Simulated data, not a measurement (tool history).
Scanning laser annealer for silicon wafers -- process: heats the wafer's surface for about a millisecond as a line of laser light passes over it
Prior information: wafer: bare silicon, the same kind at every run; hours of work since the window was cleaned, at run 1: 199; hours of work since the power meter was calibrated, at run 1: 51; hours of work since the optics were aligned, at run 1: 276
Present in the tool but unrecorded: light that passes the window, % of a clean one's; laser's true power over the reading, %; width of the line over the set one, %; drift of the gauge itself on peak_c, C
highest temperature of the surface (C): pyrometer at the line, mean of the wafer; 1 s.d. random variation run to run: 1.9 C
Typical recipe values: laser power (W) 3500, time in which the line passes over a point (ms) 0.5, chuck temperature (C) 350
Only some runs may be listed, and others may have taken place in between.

run,day,laser power (W),time in which the line passes over a point (ms),chuck temperature (C),hours of work since the window was cleaned,hours of work since the power meter was calibrated,hours of work since the optics were aligned,highest temperature of the surface (C)
1,0,3500,0.5,350,199,51,276,1134
2,0.792,3500,0.5,350,210,62,287,1129
3,1.421,3500,0.5,350,219,71,296,1132
4,2.029,3500,0.5,350,227,80,304,1129
5,2.888,3500,0.5,350,239,91,316,1129
6,3.508,3500,0.5,350,248,100,325,1131
7,4.129,3500,0.5,383,256,109,333,1163
8,4.742,3500,0.442,350,265,117,342,1077
9,5.6,3500,0.551,350,277,129,354,1173
10,6.058,3500,0.551,350,283,135,360,1171
11,6.433,3500,0.551,350,288,141,365,1169
# day 6.608: laser's power meter calibrated
12,7.342,3500,0.551,350,299,10,376,1166
# day 7.979: laser's power meter calibrated, once more
13,8.175,3500,0.608,323,309,3,386,1194
14,8.588,3500,0.608,323,315,8,392,1190
15,9.2,3500,0.608,323,323,17,400,1190
16,9.642,2984,0.611,350,329,23,406,1071
17,10.221,3204,0.508,375,337,31,414,1079
18,11.025,3204,0.508,375,348,42,425,1078
19,11.458,3204,0.508,375,354,48,431,1080
20,11.867,3204,0.508,375,360,54,437,1078
21,12.483,3204,0.508,375,369,62,446,1082
22,13.333,3204,0.508,375,380,74,458,1076
23,13.733,3316,0.577,350,386,80,463,1133
24,14.233,3316,0.577,350,393,87,470,1137

Predict each of these 5 candidate next runs independently; none follows another, all start after run 24:
A,14.838,3500,0.426,330,401,95,478,?
B,14.838,3784,0.5,350,401,95,478,?
C,14.838,3760,0.577,350,401,95,478,?
D,14.838,3324,0.552,380,401,95,478,?
E,14.838,3004,0.577,326,401,95,478,?

run,highest temperature of the surface (C)
A,1035
B,1196
C,1264
D,1144
E,1023
The same runs, with their run-to-run variation unchanged, on a tool lacking any hidden condition would have given:
run,highest temperature of the surface (C)
A,1065
B,1233
C,1304
D,1178
E,1053
